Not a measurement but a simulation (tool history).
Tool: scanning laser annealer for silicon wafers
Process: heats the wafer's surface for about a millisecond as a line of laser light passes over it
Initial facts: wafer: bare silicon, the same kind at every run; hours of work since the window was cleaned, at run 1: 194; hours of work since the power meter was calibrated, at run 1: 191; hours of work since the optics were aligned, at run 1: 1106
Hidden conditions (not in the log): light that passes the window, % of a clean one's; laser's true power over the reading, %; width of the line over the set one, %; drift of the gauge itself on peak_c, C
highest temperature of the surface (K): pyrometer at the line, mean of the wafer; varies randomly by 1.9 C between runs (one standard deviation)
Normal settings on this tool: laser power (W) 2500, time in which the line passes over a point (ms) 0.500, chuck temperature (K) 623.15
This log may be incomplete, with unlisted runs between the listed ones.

| run | day | laser power (W) | time in which the line passes over a point (ms) | chuck temperature (K) | hours of work since the window was cleaned | hours of work since the power meter was calibrated | hours of work since the optics were aligned | highest temperature of the surface (K) |
|---|---|---|---|---|---|---|---|---|
| 1 | 0.000 | 2500 | 0.500 | 623.15 | 194 | 191 | 1106 | 1402.15 |
| 2 | 0.379 | 2500 | 0.500 | 623.15 | 199 | 196 | 1112 | 1400.15 |
| 3 | 0.808 | 2500 | 0.500 | 623.15 | 206 | 202 | 1118 | 1404.15 |
| 4 | 1.150 | 2500 | 0.500 | 623.15 | 211 | 207 | 1123 | 1402.15 |
| 5 | 1.592 | 2500 | 0.500 | 623.15 | 217 | 214 | 1129 | 1401.15 |
| 6 | 1.862 | 2500 | 0.500 | 623.15 | 221 | 218 | 1133 | 1403.15 |
| 7 | 2.246 | 2500 | 0.500 | 657.15 | 226 | 223 | 1139 | 1432.15 |
| 8 | 2.488 | 2500 | 0.500 | 661.15 | 230 | 227 | 1142 | 1437.15 |
| 9 | 2.733 | 2500 | 0.500 | 661.15 | 233 | 230 | 1146 | 1441.15 |
| 10 | 2.950 | 2590 | 0.375 | 623.15 | 237 | 233 | 1149 | 1308.15 |
| 11 | 3.212 | 2473 | 0.560 | 623.15 | 240 | 237 | 1153 | 1440.15 |
| 12 | 3.638 | 2209 | 0.406 | 652.15 | 247 | 243 | 1159 | 1271.15 |
| 13 | 4.088 | 2235 | 0.407 | 645.15 | 253 | 250 | 1165 | 1271.15 |
| 14 | 4.446 | 2235 | 0.435 | 640.15 | 258 | 255 | 1171 | 1287.15 |

For each run, the measured value with the value that run would have given without the tool's hidden condition subtracted. The run-to-run variation is shared by both, the gauge scatter possibly not:
| run | highest temperature of the surface (K) |
|---|---|
| 1 | -19.00 |
| 2 | -20.00 |
| 3 | -20.00 |
| 4 | -20.00 |
| 5 | -21.00 |
| 6 | -21.00 |
| 7 | -21.00 |
| 8 | -21.00 |
| 9 | -21.00 |
| 10 | -19.00 |
| 11 | -23.00 |
| 12 | -18.00 |
| 13 | -18.00 |
| 14 | -19.00 |

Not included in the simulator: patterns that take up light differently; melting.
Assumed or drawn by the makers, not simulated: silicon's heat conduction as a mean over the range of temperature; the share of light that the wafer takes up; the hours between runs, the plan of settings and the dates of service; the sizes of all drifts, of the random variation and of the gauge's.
